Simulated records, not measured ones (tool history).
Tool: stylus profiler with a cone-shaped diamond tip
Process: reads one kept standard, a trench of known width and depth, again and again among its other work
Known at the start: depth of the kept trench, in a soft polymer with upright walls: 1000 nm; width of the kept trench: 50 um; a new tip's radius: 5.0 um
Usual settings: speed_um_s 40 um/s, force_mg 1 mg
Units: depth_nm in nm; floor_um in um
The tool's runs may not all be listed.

run   hour  speed_um_s  force_mg  depth_nm  floor_um
  1      0          40         1   1004.18     43.55
  2   14.5          40         1   1004.13     43.53
  3   30.3         115         1   1003.75     42.88
  4   45.1          40         1   1003.82     43.52
  5   62.9          40         1    1003.8     43.51
  6   73.4          45         1   1004.16      43.4
  7   82.3          45         1   1004.35     43.41
  8   94.6          45         1   1004.12     43.39
  9  113.8          45         1   1003.99     43.35
 10  127.8          45         1   1004.07     43.39
 11  140.1          40      0.79   1003.51     43.29
 12  150.2          40      1.15   1004.42     43.38
 13  168.8          40      0.53   1002.85     43.24
 14  183.4          91         1   1004.33     42.87
 15  202.1          40      0.73    1003.5     43.32
 16  212.5          40      0.73   1003.14     43.32
 17  220.7          40      0.73   1003.89     43.25
 18  234.6          40      0.73   1003.78     43.23
 19  244.5          99      2.76    1007.2     43.13
 20  262.2         157      0.83   1004.09     42.16
 21  278.4          31      0.49   1003.08     43.26
 22  287.5          20      2.37    1006.9     43.51
 23  306.4          21       0.4    1002.8     43.33
 24  325.4          18       0.9   1004.42     43.34
 25  343.5          44      1.73   1006.41     43.28
 26  360.1          15      1.13   1004.95     43.36
 27  371.2          53      0.91   1002.43        43
 28  387.5          53      0.91   1003.29     42.98
 29  407.1          53      0.91    1003.2     42.96
 30  420.6          53      0.91   1002.88     42.93
 31  439.2          38      0.48   1001.55     42.91
 32  453.6          38      2.74   1006.64     43.21
 33  470.9          38      2.74   1006.59      43.2
 34  490.8          38      2.74   1006.08     43.17

Not shown: 2 entries that the log had between the listed runs. Between which runs, and how does the tool's hidden state differ before and after?
Between runs 23 and 24: height scale calibrated on a step standard (hour 308.2)
  radius of the tip, um: 5.68 -> 5.71; height scale over the true one, %: 0.111 -> 0.153
  measured less the result without the state, depth_nm: +1.11 -> +1.53 nm; floor_um: -0.44 -> -0.45 um
Between runs 26 and 27: height scale calibrated on a step standard, once more (hour 363.6)
  radius of the tip, um: 5.77 -> 5.78; height scale over the true one, %: 0.158 -> -0.01
  measured less the result without the state, depth_nm: +1.59 -> -0.09 nm; floor_um: -0.49 -> -0.5 um

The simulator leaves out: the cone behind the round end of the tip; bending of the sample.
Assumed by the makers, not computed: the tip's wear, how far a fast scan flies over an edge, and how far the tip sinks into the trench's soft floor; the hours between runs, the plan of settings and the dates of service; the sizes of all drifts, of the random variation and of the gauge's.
